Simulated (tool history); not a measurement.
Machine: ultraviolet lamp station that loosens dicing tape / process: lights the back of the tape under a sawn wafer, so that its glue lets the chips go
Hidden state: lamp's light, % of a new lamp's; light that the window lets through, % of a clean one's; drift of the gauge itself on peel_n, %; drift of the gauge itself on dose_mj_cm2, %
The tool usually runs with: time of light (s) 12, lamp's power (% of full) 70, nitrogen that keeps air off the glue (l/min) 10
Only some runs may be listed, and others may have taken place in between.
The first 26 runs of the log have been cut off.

run	hour	time of light (s)	lamp's power (% of full)	nitrogen that keeps air off the glue (l/min)	hours of work of the lamp	hours of work since the window was cleaned	force that peels the tape off (N)	light that reached the tape (mJ/cm2)
27	736.4	12	70	3	937	297	2.126	171
28	771.9	8	67	3	956	316	3.255	108
29	801.6	8	67	3	972	332	3.236	104
30	835.1	8	67	3	989	349	3.317	103
31	862.4	12	78	8	1003	363	1.133	181
32	900.7	12	63	8	1023	383	1.644	142
33	928	11	87	8	1038	398	1.141	182
34	957.7	11	87	8	1053	413	1.126	182
35	992.4	13	93	10	1071	431	0.646	221
36	1011.9	22	70	10	1081	442	0.374	287
# hour 1015.4: window cleaned of glue's vapour
37	1035.9	15	70	5	1094	11	1.17	206
38	1052.7	15	70	13	1103	20	0.669	206

Run 39 is up next; what results do you expect?
39	1071.3	22	70	12	1112	29	?	?

{"run 39": {"force that peels the tape off (N)": 0.309, "light that reached the tape (mJ/cm2)": 301}}
On a tool with no hidden condition, and with the same random variation, this run would have come out at force that peels the tape off (N) 0.154, light that reached the tape (mJ/cm2) 449.
